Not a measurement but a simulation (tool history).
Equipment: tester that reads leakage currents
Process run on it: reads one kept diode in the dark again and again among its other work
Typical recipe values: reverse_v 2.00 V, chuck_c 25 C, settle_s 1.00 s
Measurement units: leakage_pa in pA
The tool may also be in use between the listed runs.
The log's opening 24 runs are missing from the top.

{"run": 25, "hour": 649.1, "reverse_v": 11.42, "chuck_c": 52, "settle_s": 0.92, "leakage_pa": 1245.15}
{"run": 26, "hour": 679.5, "reverse_v": 2.0, "chuck_c": 38, "settle_s": 1.0, "leakage_pa": 230.75}
{"run": 27, "hour": 709.9, "reverse_v": 1.34, "chuck_c": 43, "settle_s": 0.55, "leakage_pa": 272.54}
{"run": 28, "hour": 732.5, "reverse_v": 1.34, "chuck_c": 43, "settle_s": 0.55, "leakage_pa": 271.85}
{"run": 29, "hour": 759.6, "reverse_v": 1.34, "chuck_c": 43, "settle_s": 0.55, "leakage_pa": 273.73}
{"run": 30, "hour": 796.1, "reverse_v": 11.74, "chuck_c": 24, "settle_s": 3.08, "leakage_pa": 182.38}
{"run": 31, "hour": 815.4, "reverse_v": 1.82, "chuck_c": 59, "settle_s": 6.45, "leakage_pa": 858.56}
{"hour": 820.9, "done": "chuck's temperature calibrated"}
{"run": 32, "hour": 836.2, "reverse_v": 1.82, "chuck_c": 59, "settle_s": 6.45, "leakage_pa": 852.85}
{"run": 33, "hour": 860.2, "reverse_v": 1.82, "chuck_c": 59, "settle_s": 6.45, "leakage_pa": 860.52}
{"run": 34, "hour": 899.8, "reverse_v": 2.0, "chuck_c": 22, "settle_s": 2.34, "leakage_pa": 72.89}
{"run": 35, "hour": 920.2, "reverse_v": 2.0, "chuck_c": 22, "settle_s": 2.34, "leakage_pa": 73.07}
{"run": 36, "hour": 945.8, "reverse_v": 11.48, "chuck_c": 41, "settle_s": 1.89, "leakage_pa": 606.83}
{"run": 37, "hour": 982.8, "reverse_v": 11.48, "chuck_c": 41, "settle_s": 1.89, "leakage_pa": 608.74}
{"run": 38, "hour": 1018.1, "reverse_v": 11.48, "chuck_c": 41, "settle_s": 1.89, "leakage_pa": 610.54}
{"run": 39, "hour": 1043.8, "reverse_v": 11.48, "chuck_c": 20, "settle_s": 9.89, "leakage_pa": 133.28}

Below are 4 alternative next runs, each starting from the tool's condition after run 39. Predict each:
{"run": "A", "hour": 1067.4, "reverse_v": 11.04, "chuck_c": 25, "settle_s": 1.0, "leakage_pa": "?"}
{"run": "B", "hour": 1067.4, "reverse_v": 14.48, "chuck_c": 25, "settle_s": 1.0, "leakage_pa": "?"}
{"run": "C", "hour": 1067.4, "reverse_v": 4.86, "chuck_c": 58, "settle_s": 9.89, "leakage_pa": "?"}
{"run": "D", "hour": 1067.4, "reverse_v": 4.6, "chuck_c": 48, "settle_s": 1.0, "leakage_pa": "?"}

run=A leakage_pa=193.92
run=B leakage_pa=217.39
run=C leakage_pa=1239.36
run=D leakage_pa=644.77
With no hidden state in the tool, these same runs would have given:
run=A leakage_pa=193.85
run=B leakage_pa=217.28
run=C leakage_pa=1239.59
run=D leakage_pa=644.87

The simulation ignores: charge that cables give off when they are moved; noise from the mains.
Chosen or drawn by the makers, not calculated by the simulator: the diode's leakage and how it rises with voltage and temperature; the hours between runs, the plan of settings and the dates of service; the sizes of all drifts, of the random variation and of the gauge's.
